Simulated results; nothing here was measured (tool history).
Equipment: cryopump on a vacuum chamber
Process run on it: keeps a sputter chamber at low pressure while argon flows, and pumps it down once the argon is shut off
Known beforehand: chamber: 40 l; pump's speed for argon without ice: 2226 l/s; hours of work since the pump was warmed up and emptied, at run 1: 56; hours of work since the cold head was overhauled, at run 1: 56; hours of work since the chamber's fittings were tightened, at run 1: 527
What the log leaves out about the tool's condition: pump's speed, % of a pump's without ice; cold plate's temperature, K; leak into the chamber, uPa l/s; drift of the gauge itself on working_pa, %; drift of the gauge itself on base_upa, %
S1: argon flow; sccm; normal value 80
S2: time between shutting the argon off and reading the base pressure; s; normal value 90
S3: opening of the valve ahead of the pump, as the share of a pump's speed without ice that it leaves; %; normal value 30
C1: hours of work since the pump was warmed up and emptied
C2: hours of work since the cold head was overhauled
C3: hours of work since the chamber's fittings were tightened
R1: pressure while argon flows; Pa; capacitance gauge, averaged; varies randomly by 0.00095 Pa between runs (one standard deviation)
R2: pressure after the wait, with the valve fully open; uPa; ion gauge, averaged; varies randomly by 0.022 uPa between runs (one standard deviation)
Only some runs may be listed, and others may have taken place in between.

run,hour,S1,S2,S3,C1,C2,C3,R1,R2
1,0,80,90,30,56,56,527,0.2047,0.73
2,46,80,90,30,77,77,548,0.2032,0.75
3,116,80,90,30,109,109,580,0.2033,0.72
4,154.6,80,90,30,126,126,597,0.2047,0.76
5,224.1,80,90,20,158,158,629,0.3064,0.75
6,254.9,80,90,20,172,172,643,0.3065,0.76
7,292.1,80,22,30,189,189,660,0.2045,2.26
8,325.5,80,27,30,204,204,675,0.2045,1.9
9,372.6,80,27,30,225,225,697,0.2055,1.87
10,435.6,71,55,20,254,254,725,0.2731,1.04
11,484,80,183,28,276,276,747,0.2215,0.53
12,533.3,80,183,28,298,298,770,0.2218,0.53
13,564.9,80,96,30,313,313,784,0.2081,0.79
14,620.5,64,96,40,338,338,809,0.1241,0.77
15,666.2,64,96,40,359,359,830,0.125,0.79

Branching from run 15: 3 alternative next runs. What would each branch give?
A,705.1,37,96,21,377,377,848,?,?
B,705.1,42,27,59,377,377,848,?,?
C,705.1,45,96,59,377,377,848,?,?

run,R1,R2
A,0.1369,0.76
B,0.0563,1.97
C,0.0592,0.77
The same runs, with their run-to-run variation unchanged, on a tool lacking any hidden condition would have given:
run,R1,R2
A,0.1346,0.56
B,0.0536,1.76
C,0.0564,0.57
